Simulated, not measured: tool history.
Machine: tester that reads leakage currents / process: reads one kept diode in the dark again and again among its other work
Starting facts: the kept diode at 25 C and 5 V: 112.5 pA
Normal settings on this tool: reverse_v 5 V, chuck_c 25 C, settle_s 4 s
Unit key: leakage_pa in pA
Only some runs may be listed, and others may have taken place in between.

run,hour,reverse_v,chuck_c,settle_s,leakage_pa
1,0,5,25,4,118.42
2,51,5,25,4,118.54
3,126,5,25,4,118.74
4,222.3,5,25,4,117.84
5,311.5,3.99,25,4,107.78
6,403.5,5,25,4,118.76
7,477.3,5,25,4,118.29
8,537.2,5,25,4,118.81
9,615.3,5,25,4,117.68
10,665.4,5,25,4,117.88
11,768.4,5.64,25,4,123.98
12,836.9,5.64,24,4,114.11
13,908.8,5.64,24,4,114.2
14,1006.1,5.64,24,4,113.21
15,1091.4,1.08,24,4,57.35
16,1178.4,1.07,35,4,143.07
17,1231.2,1.07,35,4,143.32
18,1301.1,10.14,38,0.31,448.25
# hour 1387.6: probe card cleaned and baked
19,1395,10.14,38,0.31,429.96
20,1445.8,1.95,24,4,68.87
21,1548.1,5.11,25,5.49,107.61
22,1589.6,5.11,42,5.49,441.46
23,1648.3,5,32,5.71,194.66
24,1734.3,5,32,5.71,193.99
25,1834.9,2.06,38,0.6,226.54
# hour 1889.6: chuck's temperature calibrated
26,1918,2.06,38,0.6,238.22
27,2013.3,2.06,38,0.44,238.15
28,2085.1,10.81,41,4,562.99

What if the next run were any one of these 5? Each begins from the tool's condition after run 28:
A,2129.7,2.38,26,1.81,?
B,2129.7,14.57,25,4,?
C,2129.7,2.08,49,0.78,?
D,2129.7,8.33,44,0.64,?
E,2129.7,17.39,56,3.8,?

run,leakage_pa
A,91.95
B,172.67
C,555.11
D,645.47
E,2073.8
What these runs would have given with no unlogged condition in the tool:
run,leakage_pa
A,93.09
B,169.54
C,567.34
D,656.82
E,2113.4

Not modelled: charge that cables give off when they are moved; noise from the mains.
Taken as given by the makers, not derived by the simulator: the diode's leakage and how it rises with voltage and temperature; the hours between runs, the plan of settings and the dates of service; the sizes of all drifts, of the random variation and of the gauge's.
